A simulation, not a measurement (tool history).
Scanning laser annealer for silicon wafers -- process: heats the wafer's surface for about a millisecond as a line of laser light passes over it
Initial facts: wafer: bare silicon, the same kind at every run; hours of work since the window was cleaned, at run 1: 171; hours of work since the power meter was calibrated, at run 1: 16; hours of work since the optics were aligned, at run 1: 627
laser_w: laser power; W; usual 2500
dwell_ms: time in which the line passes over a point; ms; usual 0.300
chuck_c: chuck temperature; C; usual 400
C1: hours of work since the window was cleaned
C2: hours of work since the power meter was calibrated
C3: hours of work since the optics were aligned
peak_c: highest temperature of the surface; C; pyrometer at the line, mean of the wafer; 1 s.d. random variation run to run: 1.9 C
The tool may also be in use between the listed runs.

Run 1, hour 0.0: usual settings; C1 171; C2 16; C3 627. Result: peak_c 1140 C.
Run 2, hour 4.1: usual settings; C1 173; C2 19; C3 629. Result: peak_c 1144 C.
Run 3, hour 9.5: usual settings but dwell_ms 0.284 ms; C1 176; C2 21; C3 632. Result: peak_c 1126 C.
Run 4, hour 17.6: usual settings but dwell_ms 0.284 ms, chuck_c 437 C; C1 180; C2 25; C3 636. Result: peak_c 1158 C.
Run 5, hour 27.1: usual settings but dwell_ms 0.284 ms, chuck_c 437 C; C1 185; C2 30; C3 641. Result: peak_c 1164 C.
Run 6, hour 34.9: usual settings but dwell_ms 0.284 ms, chuck_c 437 C; C1 189; C2 34; C3 645. Result: peak_c 1163 C.
Run 7, hour 45.0: usual settings but dwell_ms 0.284 ms, chuck_c 437 C; C1 194; C2 39; C3 650. Result: peak_c 1162 C.
Run 8, hour 51.4: usual settings but dwell_ms 0.229 ms; C1 197; C2 43; C3 653. Result: peak_c 1055 C.
Run 9, hour 56.9: usual settings but dwell_ms 0.229 ms; C1 200; C2 46; C3 656. Result: peak_c 1059 C.
Run 10, hour 65.7: usual settings but dwell_ms 0.229 ms, chuck_c 369 C; C1 205; C2 50; C3 661. Result: peak_c 1027 C.
Run 11, hour 71.1: usual settings; C1 207; C2 53; C3 663. Result: peak_c 1142 C.
Run 12, hour 79.8: usual settings; C1 212; C2 57; C3 668. Result: peak_c 1139 C.
Run 13, hour 89.4: usual settings; C1 217; C2 62; C3 673. Result: peak_c 1146 C.
Run 14, hour 97.0: usual settings; C1 221; C2 66; C3 677. Result: peak_c 1139 C.
Run 15, hour 101.6: usual settings; C1 223; C2 68; C3 679. Result: peak_c 1142 C.
Run 16, hour 106.4: usual settings but chuck_c 386 C; C1 225; C2 71; C3 681. Result: peak_c 1128 C.
Run 17, hour 113.4: usual settings but laser_w 2382 W; C1 229; C2 74; C3 685. Result: peak_c 1105 C.
Run 18, hour 121.1: usual settings but laser_w 2382 W; C1 233; C2 78; C3 689. Result: peak_c 1106 C.
Run 19, hour 129.4: usual settings but laser_w 2382 W; C1 237; C2 83; C3 693. Result: peak_c 1107 C.
Run 20, hour 135.6: usual settings but laser_w 2382 W, dwell_ms 0.303 ms; C1 240; C2 86; C3 696. Result: peak_c 1112 C.
Run 21, hour 143.8: usual settings; C1 245; C2 90; C3 701. Result: peak_c 1142 C.
Run 22, hour 151.6: usual settings; C1 249; C2 94; C3 704. Result: peak_c 1145 C.
Run 23, hour 159.3: usual settings but dwell_ms 0.333 ms, chuck_c 396 C; C1 253; C2 98; C3 708. Result: peak_c 1176 C.
Run 24, hour 164.4: usual settings but laser_w 2409 W, dwell_ms 0.240 ms, chuck_c 421 C; C1 255; C2 100; C3 711. Result: peak_c 1062 C.
Run 25, hour 172.9: usual settings but laser_w 2657 W, dwell_ms 0.341 ms, chuck_c 416 C; C1 259; C2 105; C3 715. Result: peak_c 1255 C.
Run 26, hour 181.3: usual settings but dwell_ms 0.298 ms; C1 264; C2 109; C3 720. Result: peak_c 1138 C.
Run 27, hour 187.2: usual settings but laser_w 2691 W, dwell_ms 0.233 ms; C1 267; C2 112; C3 723. Result: peak_c 1113 C.
Run 28, hour 193.7: usual settings but laser_w 2338 W, dwell_ms 0.292 ms, chuck_c 364 C; C1 270; C2 115; C3 726. Result: peak_c 1046 C.
At hour 203.1: optics aligned, line set to its width.
Run 29, hour 203.3: usual settings but laser_w 2215 W, dwell_ms 0.213 ms, chuck_c 432 C; C1 272; C2 118; C3 0. Result: peak_c 986 C.
Run 30, hour 208.1: usual settings but laser_w 2354 W, chuck_c 370 C; C1 275; C2 120; C3 3. Result: peak_c 1068 C.
Run 31, hour 217.8: usual settings but laser_w 2246 W, dwell_ms 0.313 ms, chuck_c 412 C; C1 280; C2 125; C3 8. Result: peak_c 1093 C.
Run 32, hour 222.7: usual settings but laser_w 2246 W, dwell_ms 0.313 ms, chuck_c 412 C; C1 282; C2 128; C3 10. Result: peak_c 1093 C.
Run 33, hour 228.6: usual settings but laser_w 2312 W, dwell_ms 0.361 ms, chuck_c 415 C; C1 285; C2 131; C3 13. Result: peak_c 1162 C.
Run 34, hour 233.7: usual settings but dwell_ms 0.311 ms, chuck_c 386 C; C1 288; C2 133; C3 16. Result: peak_c 1140 C.
Run 35, hour 240.5: usual settings but laser_w 2487 W, chuck_c 362 C; C1 291; C2 137; C3 19. Result: peak_c 1096 C.
Run 36, hour 247.1: usual settings but laser_w 2487 W, chuck_c 362 C; C1 295; C2 140; C3 22. Result: peak_c 1103 C.
Run 37, hour 255.4: usual settings but laser_w 2530 W, dwell_ms 0.291 ms, chuck_c 408 C; C1 299; C2 144; C3 27. Result: peak_c 1153 C.
Run 38, hour 262.1: usual settings but laser_w 2594 W, dwell_ms 0.291 ms, chuck_c 408 C; C1 302; C2 148; C3 30. Result: peak_c 1171 C.
Run 39, hour 267.5: usual settings but laser_w 2599 W, chuck_c 434 C; C1 305; C2 151; C3 33. Result: peak_c 1210 C.
Run 40, hour 276.4: usual settings but laser_w 2599 W, chuck_c 434 C; C1 310; C2 155; C3 37. Result: peak_c 1208 C.
Run 41, hour 284.8: usual settings but laser_w 2258 W, dwell_ms 0.296 ms, chuck_c 365 C; C1 314; C2 159; C3 42. Result: peak_c 1028 C.

Each row is a separate what-if for the run after 41, all from the same tool condition, not one after another. Results?
Run A, hour 291.7: usual settings but laser_w 2675 W, dwell_ms 0.296 ms, chuck_c 407 C; C1 318; C2 163; C3 45. Result: peak_c ?.
Run B, hour 291.7: usual settings but laser_w 2520 W, dwell_ms 0.296 ms, chuck_c 393 C; C1 318; C2 163; C3 45. Result: peak_c ?.
Run C, hour 291.7: usual settings but laser_w 2258 W, dwell_ms 0.353 ms, chuck_c 412 C; C1 318; C2 163; C3 45. Result: peak_c ?.
Run D, hour 291.7: usual settings but laser_w 2230 W, dwell_ms 0.237 ms, chuck_c 427 C; C1 318; C2 163; C3 45. Result: peak_c ?.

run  peak_c
  A    1200
  B    1137
  C    1134
  D    1022
Had the tool no hidden state, the same runs would have come out as:
run  peak_c
  A    1201
  B    1138
  C    1135
  D    1023
